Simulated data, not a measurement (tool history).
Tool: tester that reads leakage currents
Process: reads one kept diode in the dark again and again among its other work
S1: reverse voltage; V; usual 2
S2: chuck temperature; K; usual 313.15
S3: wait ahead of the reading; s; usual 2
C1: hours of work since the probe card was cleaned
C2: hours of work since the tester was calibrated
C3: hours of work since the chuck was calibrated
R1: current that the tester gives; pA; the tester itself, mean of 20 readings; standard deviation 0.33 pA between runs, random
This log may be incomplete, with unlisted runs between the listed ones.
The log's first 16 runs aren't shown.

run 17 hour=384.6 | S1=2 S2=313.15 S3=0.37 | C1=251 C2=290 C3=1183 | R1=96.71
run 18 hour=401.6 | S1=2 S2=313.15 S3=0.37 | C1=258 C2=298 C3=1190 | R1=97.13
run 19 hour=432.5 | S1=2 S2=295.15 S3=0.37 | C1=271 C2=311 C3=1203 | R1=26.03
run 20 hour=446.7 | S1=2 S2=313.15 S3=2 | C1=277 C2=317 C3=1209 | R1=95.17
run 21 hour=460.8 | S1=1.25 S2=315.15 S3=7.73 | C1=283 C2=323 C3=1215 | R1=85.3
run 22 hour=480.3 | S1=2.91 S2=300.15 S3=0.69 | C1=292 C2=331 C3=1224 | R1=45.35
run 23 hour=499.8 | S1=5.52 S2=315.15 S3=0.69 | C1=300 C2=340 C3=1232 | R1=188.17
run 24 hour=520.1 | S1=10.02 S2=298.15 S3=1 | C1=309 C2=349 C3=1241 | R1=75.87
run 25 hour=536.3 | S1=10.02 S2=298.15 S3=1 | C1=316 C2=356 C3=1248 | R1=76.03
run 26 hour=566.1 | S1=12.61 S2=311.15 S3=5.24 | C1=329 C2=368 C3=1261 | R1=217.6
run 27 hour=594.4 | S1=3.89 S2=294.15 S3=3.2 | C1=341 C2=380 C3=1273 | R1=32.23
-- hour=598.6 tester calibrated
run 28 hour=626.4 | S1=3.89 S2=294.15 S3=3.2 | C1=354 C2=12 C3=1286 | R1=32.14
run 29 hour=656.4 | S1=2 S2=313.15 S3=0.61 | C1=366 C2=25 C3=1299 | R1=95.16
run 30 hour=679 | S1=2 S2=324.15 S3=8.43 | C1=376 C2=34 C3=1308 | R1=202.2
run 31 hour=697.6 | S1=6.08 S2=304.15 S3=0.53 | C1=384 C2=42 C3=1316 | R1=91.67
-- hour=715.8 tester calibrated, once more
run 32 hour=717.9 | S1=4.23 S2=313.15 S3=0.77 | C1=392 C2=1 C3=1324 | R1=140.68
run 33 hour=741.7 | S1=2.75 S2=323.15 S3=7.76 | C1=402 C2=11 C3=1334 | R1=223.03
run 34 hour=763.6 | S1=2.75 S2=323.15 S3=7.76 | C1=412 C2=21 C3=1344 | R1=223.51
run 35 hour=780.8 | S1=2.75 S2=323.15 S3=7.93 | C1=419 C2=28 C3=1351 | R1=221.74
run 36 hour=813.3 | S1=2.75 S2=323.15 S3=7.93 | C1=433 C2=42 C3=1365 | R1=222.01
run 37 hour=829.3 | S1=2.09 S2=313.15 S3=0.88 | C1=440 C2=49 C3=1372 | R1=96.42
run 38 hour=845 | S1=2 S2=298.15 S3=1.94 | C1=447 C2=55 C3=1379 | R1=30.6
run 39 hour=873.4 | S1=8.47 S2=314.15 S3=2 | C1=459 C2=68 C3=1391 | R1=216.58
run 40 hour=890.3 | S1=8.47 S2=301.15 S3=2 | C1=466 C2=75 C3=1398 | R1=84.63

Alternative continuations, all from the tool just after run 40; predict every row:
-- hour=901.6 chuck's temperature calibrated
run A hour=920.5 | S1=2.51 S2=313.15 S3=0.35 | C1=478 C2=87 C3=8 | R1=?
-- hour=901.6 chuck's temperature calibrated
run B hour=920.5 | S1=2 S2=312.15 S3=2 | C1=478 C2=87 C3=8 | R1=?
-- hour=901.6 chuck's temperature calibrated
run C hour=920.5 | S1=4.46 S2=298.15 S3=0.83 | C1=478 C2=87 C3=8 | R1=?

run=A R1=124.31
run=B R1=101.17
run=C R1=56.64
Had the tool no hidden state, the same runs would have come out as:
run=A R1=122.97
run=B R1=100.08
run=C R1=55.05

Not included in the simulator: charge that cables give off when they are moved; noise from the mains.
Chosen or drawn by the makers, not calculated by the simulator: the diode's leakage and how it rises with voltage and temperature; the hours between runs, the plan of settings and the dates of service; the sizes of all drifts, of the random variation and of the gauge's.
